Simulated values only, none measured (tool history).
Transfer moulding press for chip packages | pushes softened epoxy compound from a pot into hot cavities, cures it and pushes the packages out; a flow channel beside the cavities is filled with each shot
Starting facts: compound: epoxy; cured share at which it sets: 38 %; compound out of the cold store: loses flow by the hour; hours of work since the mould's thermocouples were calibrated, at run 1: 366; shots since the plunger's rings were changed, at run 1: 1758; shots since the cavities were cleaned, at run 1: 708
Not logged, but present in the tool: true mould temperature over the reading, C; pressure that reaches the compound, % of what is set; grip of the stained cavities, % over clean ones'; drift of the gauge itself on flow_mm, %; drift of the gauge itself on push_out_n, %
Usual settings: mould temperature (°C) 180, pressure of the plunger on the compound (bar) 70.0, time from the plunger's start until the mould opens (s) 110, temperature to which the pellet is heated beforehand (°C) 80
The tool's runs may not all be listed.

run    hour  mould temperature (°C)  pressure of the plunger on the compound (bar)  time from the plunger's start until the mould opens (s)  temperature to which the pellet is heated beforehand (°C)  hours of work since the mould's thermocouples were calibrated  shots since the plunger's rings were changed  shots since the cavities were cleaned  incoming compound's hours out of the cold store  length that the compound runs in the flow channel (mm)  greatest force on the pins that push the packages out (N)
  1     0.0                     180                                           70.0                                                      110                                                         80                                                            366                                          1758                                    708                                             27.9                                                     679                                                        618
       16.8  -- cavities cleaned with cleaning compound and waxed
  2    62.8                     180                                           70.0                                                      149                                                         80                                                            400                                          2309                                    413                                             16.3                                                     699                                                        529
      113.5  -- cavities cleaned with cleaning compound and waxed
      124.4  -- plunger's sealing rings changed
  3   124.4                     180                                           70.0                                                      149                                                         80                                                            432                                             0                                     75                                             23.2                                                     696                                                        459
      150.1  -- mould's thermocouples calibrated
  4   183.5                     182                                           70.0                                                      110                                                         80                                                             18                                           514                                    589                                             19.9                                                     695                                                        603
      212.9  -- cavities cleaned with cleaning compound and waxed
  5   265.4                     182                                           70.0                                                      110                                                         80                                                             63                                          1237                                    472                                             22.0                                                     687                                                        553
      313.4  -- cavities cleaned with cleaning compound and waxed
  6   365.5                     182                                           70.0                                                      110                                                         80                                                            117                                          2124                                    469                                             42.5                                                     646                                                        591
      409.6  -- cavities cleaned with cleaning compound and waxed
  7   409.6                     180                                           70.0                                                      105                                                         80                                                            141                                          2507                                      0                                             13.7                                                     705                                                        489
      447.6  -- plunger's sealing rings changed
  8   454.7                     180                                           70.0                                                      105                                                         80                                                            165                                            63                                    383                                             10.3                                                     728                                                        621
      510.1  -- cavities cleaned with cleaning compound and waxed
  9   555.9                     180                                           70.0                                                      105                                                         80                                                            220                                           961                                    413                                             16.7                                                     706                                                        622
      607.6  -- cavities cleaned with cleaning compound and waxed
 10   653.1                     180                                           70.0                                                      105                                                         80                                                            273                                          1821                                    409                                             26.7                                                     680                                                        622
      679.8  -- mould's thermocouples calibrated, once more
      709.3  -- cavities cleaned with cleaning compound and waxed
 11   709.3                     180                                           70.0                                                      105                                                         80                                                             15                                          2295                                      0                                             38.6                                                     650                                                        437
      766.4  -- plunger's sealing rings changed
 12   784.7                     180                                           70.0                                                      110                                                         80                                                             56                                           165                                    656                                             47.7                                                     645                                                        576
      812.8  -- cavities cleaned with cleaning compound and waxed
 13   832.7                     180                                           70.0                                                      113                                                         80                                                             82                                           583                                    179                                             42.2                                                     652                                                        514
      909.6  -- cavities cleaned with cleaning compound and waxed
 14   918.8                     180                                           70.0                                                      113                                                         80                                                            128                                          1344                                     83                                             44.9                                                     647                                                        464
 15   987.8                     180                                           70.0                                                      113                                                         80                                                            166                                          1964                                    703                                             11.1                                                     710                                                        580
     1008.7  -- cavities cleaned with cleaning compound and waxed
 16  1057.8                     180                                           70.0                                                      113                                                         80                                                            204                                          2581                                    442                                             42.9                                                     643                                                        576
     1091.2  -- plunger's sealing rings changed
     1106.9  -- cavities cleaned with cleaning compound and waxed
 17  1150.4                     180                                           70.0                                                       91                                                         86                                                            253                                           519                                    392                                             10.3                                                     720                                                        720
 18  1193.4                     180                                           70.0                                                      110                                                         89                                                            277                                           905                                    778                                             36.7                                                     664                                                        611
     1208.6  -- cavities cleaned with cleaning compound and waxed
 19  1235.9                     180                                           70.0                                                      110                                                         89                                                            300                                          1274                                    245                                             33.7                                                     668                                                        517
     1307.4  -- cavities cleaned with cleaning compound and waxed
 20  1324.8                     180                                           70.0                                                      110                                                         89                                                            348                                          2061                                    157                                             20.6                                                     689                                                        500
 21  1370.6                     180                                           70.0                                                      110                                                         89                                                            373                                          2473                                    569                                             11.4                                                     707                                                        617
     1405.4  -- cavities cleaned with cleaning compound and waxed
     1413.7  -- plunger's sealing rings changed
 22  1469.7                     175                                           70.0                                                      107                                                         74                                                            426                                           504                                    556                                             21.9                                                     710                                                        758
     1500.1  -- mould's thermocouples calibrated
     1507.1  -- cavities cleaned with cleaning compound and waxed
 23  1545.9                     175                                           70.0                                                      107                                                         74                                                             25                                          1158                                    349                                             46.5                                                     655                                                        658
 24  1596.7                     180                                           66.8                                                      102                                                         80                                                             53                                          1615                                    806                                             22.2                                                     670                                                        676
     1607.4  -- cavities cleaned with cleaning compound and waxed
 25  1638.9                     180                                           56.5                                                      131                                                         80                                                             75                                          1981                                    283                                             44.3                                                     575                                                        523
     1703.7  -- cavities cleaned with cleaning compound and waxed
 26  1715.5                     174                                           70.0                                                      110                                                         89                                                            117                                          2656                                    106                                             27.5                                                     687                                                        593
     1734.6  -- plunger's sealing rings changed
     1802.5  -- cavities cleaned with cleaning compound and waxed
 27  1802.5                     174                                           70.0                                                      110                                                         89                                                            162                                           596                                      0                                             22.9                                                     711                                                        545

How the hidden state differs across the entries between the runs, from the last listed run before each to the first after it:
Logged between run 1 and run 2: cavities cleaned with cleaning compound and waxed (hour 16.8)
  true mould temperature over the reading, C: -0.99 -> -1.06; pressure that reaches the compound, % of what is set: 97.4 -> 96.65; grip of the stained cavities, % over clean ones': 43.2 -> 31.6
  measured result minus the result with no hidden state, length that the compound runs in the flow channel (mm): -6 -> -9; greatest force on the pins that push the packages out (N): +198 -> +129
Logged between run 2 and run 3: cavities cleaned with cleaning compound and waxed (hour 113.5); plunger's sealing rings changed (hour 124.4)
  true mould temperature over the reading, C: -1.06 -> -1.13; pressure that reaches the compound, % of what is set: 96.65 -> 99.85; grip of the stained cavities, % over clean ones': 31.6 -> 13.5
  measured result minus the result with no hidden state, length that the compound runs in the flow channel (mm): -9 -> +3; greatest force on the pins that push the packages out (N): +129 -> +56
Logged between run 3 and run 4: mould's thermocouples calibrated (hour 150.1)
  true mould temperature over the reading, C: -1.13 -> -1.31; pressure that reaches the compound, % of what is set: 99.85 -> 99.08; grip of the stained cavities, % over clean ones': 13.5 -> 40.1
  measured result minus the result with no hidden state, length that the compound runs in the flow channel (mm): +3 -> +0; greatest force on the pins that push the packages out (N): +56 -> +181
Logged between run 4 and run 5: cavities cleaned with cleaning compound and waxed (hour 212.9)
  true mould temperature over the reading, C: -1.31 -> -1.4; pressure that reaches the compound, % of what is set: 99.08 -> 98.03; grip of the stained cavities, % over clean ones': 40.1 -> 33.5
  measured result minus the result with no hidden state, length that the compound runs in the flow channel (mm): +0 -> -3; greatest force on the pins that push the packages out (N): +181 -> +145
Logged between run 5 and run 6: cavities cleaned with cleaning compound and waxed (hour 313.4)
  true mould temperature over the reading, C: -1.4 -> -1.51; pressure that reaches the compound, % of what is set: 98.03 -> 96.83; grip of the stained cavities, % over clean ones': 33.5 -> 34.1
  measured result minus the result with no hidden state, length that the compound runs in the flow channel (mm): -3 -> -7; greatest force on the pins that push the packages out (N): +145 -> +158
Logged between run 6 and run 7: cavities cleaned with cleaning compound and waxed (hour 409.6)
  true mould temperature over the reading, C: -1.51 -> -1.55; pressure that reaches the compound, % of what is set: 96.83 -> 96.3; grip of the stained cavities, % over clean ones': 34.1 -> 3.6
  measured result minus the result with no hidden state, length that the compound runs in the flow channel (mm): -7 -> -9; greatest force on the pins that push the packages out (N): +158 -> +37
Logged between run 7 and run 8: plunger's sealing rings changed (hour 447.6)
  true mould temperature over the reading, C: -1.55 -> -1.61; pressure that reaches the compound, % of what is set: 96.3 -> 99.92; grip of the stained cavities, % over clean ones': 3.6 -> 33.2
  measured result minus the result with no hidden state, length that the compound runs in the flow channel (mm): -9 -> +5; greatest force on the pins that push the packages out (N): +37 -> +177
Logged between run 8 and run 9: cavities cleaned with cleaning compound and waxed (hour 510.1)
  true mould temperature over the reading, C: -1.61 -> -1.72; pressure that reaches the compound, % of what is set: 99.92 -> 98.55; grip of the stained cavities, % over clean ones': 33.2 -> 32.1
  measured result minus the result with no hidden state, length that the compound runs in the flow channel (mm): +5 -> -1; greatest force on the pins that push the packages out (N): +177 -> +175
Logged between run 9 and run 10: cavities cleaned with cleaning compound and waxed (hour 607.6)
  true mould temperature over the reading, C: -1.72 -> -1.83; pressure that reaches the compound, % of what is set: 98.55 -> 97.28; grip of the stained cavities, % over clean ones': 32.1 -> 33.7
  measured result minus the result with no hidden state, length that the compound runs in the flow channel (mm): -1 -> -5; greatest force on the pins that push the packages out (N): +175 -> +181
Logged between run 10 and run 11: mould's thermocouples calibrated, once more (hour 679.8); cavities cleaned with cleaning compound and waxed (hour 709.3)
  true mould temperature over the reading, C: -1.83 -> 0.23; pressure that reaches the compound, % of what is set: 97.28 -> 96.55; grip of the stained cavities, % over clean ones': 33.7 -> 0.9
  measured result minus the result with no hidden state, length that the compound runs in the flow channel (mm): -5 -> -12; greatest force on the pins that push the packages out (N): +181 -> +2
Logged between run 11 and run 12: plunger's sealing rings changed (hour 766.4)
  true mould temperature over the reading, C: 0.23 -> 0.15; pressure that reaches the compound, % of what is set: 96.55 -> 99.72; grip of the stained cavities, % over clean ones': 0.9 -> 39.8
  measured result minus the result with no hidden state, length that the compound runs in the flow channel (mm): -12 -> -1; greatest force on the pins that push the packages out (N): +2 -> +162
Logged between run 12 and run 13: cavities cleaned with cleaning compound and waxed (hour 812.8)
  true mould temperature over the reading, C: 0.15 -> 0.1; pressure that reaches the compound, % of what is set: 99.72 -> 99.1; grip of the stained cavities, % over clean ones': 39.8 -> 19.1
  measured result minus the result with no hidden state, length that the compound runs in the flow channel (mm): -1 -> -4; greatest force on the pins that push the packages out (N): +162 -> +81
Logged between run 13 and run 14: cavities cleaned with cleaning compound and waxed (hour 909.6)
  true mould temperature over the reading, C: 0.1 -> 0.01; pressure that reaches the compound, % of what is set: 99.1 -> 98.01; grip of the stained cavities, % over clean ones': 19.1 -> 9.8
  measured result minus the result with no hidden state, length that the compound runs in the flow channel (mm): -4 -> -6; greatest force on the pins that push the packages out (N): +81 -> +41
Logged between run 15 and run 16: cavities cleaned with cleaning compound and waxed (hour 1008.7)
  true mould temperature over the reading, C: -0.08 -> -0.15; pressure that reaches the compound, % of what is set: 97.07 -> 96.12; grip of the stained cavities, % over clean ones': 43 -> 35.8
  measured result minus the result with no hidden state, length that the compound runs in the flow channel (mm): -10 -> -13; greatest force on the pins that push the packages out (N): +174 -> +153
Logged between run 16 and run 17: plunger's sealing rings changed (hour 1091.2); cavities cleaned with cleaning compound and waxed (hour 1106.9)
  true mould temperature over the reading, C: -0.15 -> -0.24; pressure that reaches the compound, % of what is set: 96.12 -> 99.22; grip of the stained cavities, % over clean ones': 35.8 -> 33.2
  measured result minus the result with no hidden state, length that the compound runs in the flow channel (mm): -13 -> -2; greatest force on the pins that push the packages out (N): +153 -> +183
Logged between run 18 and run 19: cavities cleaned with cleaning compound and waxed (hour 1208.6)
  true mould temperature over the reading, C: -0.29 -> -0.34; pressure that reaches the compound, % of what is set: 98.69 -> 98.1; grip of the stained cavities, % over clean ones': 43.9 -> 23.6
  measured result minus the result with no hidden state, length that the compound runs in the flow channel (mm): -4 -> -6; greatest force on the pins that push the packages out (N): +188 -> +102
Logged between run 19 and run 20: cavities cleaned with cleaning compound and waxed (hour 1307.4)
  true mould temperature over the reading, C: -0.34 -> -0.44; pressure that reaches the compound, % of what is set: 98.1 -> 96.82; grip of the stained cavities, % over clean ones': 23.6 -> 15.3
  measured result minus the result with no hidden state, length that the compound runs in the flow channel (mm): -6 -> -10; greatest force on the pins that push the packages out (N): +102 -> +70
Logged between run 21 and run 22: cavities cleaned with cleaning compound and waxed (hour 1405.4); plunger's sealing rings changed (hour 1413.7)
  true mould temperature over the reading, C: -0.49 -> -0.6; pressure that reaches the compound, % of what is set: 96.23 -> 99.02; grip of the stained cavities, % over clean ones': 38.4 -> 37.9
  measured result minus the result with no hidden state, length that the compound runs in the flow channel (mm): -13 -> -1; greatest force on the pins that push the packages out (N): +176 -> +224
Logged between run 22 and run 23: mould's thermocouples calibrated (hour 1500.1); cavities cleaned with cleaning compound and waxed (hour 1507.1)
  true mould temperature over the reading, C: -0.6 -> 0.18; pressure that reaches the compound, % of what is set: 99.02 -> 98.04; grip of the stained cavities, % over clean ones': 37.9 -> 29.3
  measured result minus the result with no hidden state, length that the compound runs in the flow channel (mm): -1 -> -7; greatest force on the pins that push the packages out (N): +224 -> +146
Logged between run 24 and run 25: cavities cleaned with cleaning compound and waxed (hour 1607.4)
  true mould temperature over the reading, C: 0.12 -> 0.08; pressure that reaches the compound, % of what is set: 97.36 -> 96.82; grip of the stained cavities, % over clean ones': 44.5 -> 27.1
  measured result minus the result with no hidden state, length that the compound runs in the flow channel (mm): -9 -> -10; greatest force on the pins that push the packages out (N): +206 -> +111
Logged between run 25 and run 26: cavities cleaned with cleaning compound and waxed (hour 1703.7)
  true mould temperature over the reading, C: 0.08 -> -0.01; pressure that reaches the compound, % of what is set: 96.82 -> 95.84; grip of the stained cavities, % over clean ones': 27.1 -> 12.2
  measured result minus the result with no hidden state, length that the compound runs in the flow channel (mm): -10 -> -15; greatest force on the pins that push the packages out (N): +111 -> +65
Logged between run 26 and run 27: plunger's sealing rings changed (hour 1734.6); cavities cleaned with cleaning compound and waxed (hour 1802.5)
  true mould temperature over the reading, C: -0.01 -> -0.1; pressure that reaches the compound, % of what is set: 95.84 -> 98.67; grip of the stained cavities, % over clean ones': 12.2 -> 3.3
  measured result minus the result with no hidden state, length that the compound runs in the flow channel (mm): -15 -> -4; greatest force on the pins that push the packages out (N): +65 -> +21

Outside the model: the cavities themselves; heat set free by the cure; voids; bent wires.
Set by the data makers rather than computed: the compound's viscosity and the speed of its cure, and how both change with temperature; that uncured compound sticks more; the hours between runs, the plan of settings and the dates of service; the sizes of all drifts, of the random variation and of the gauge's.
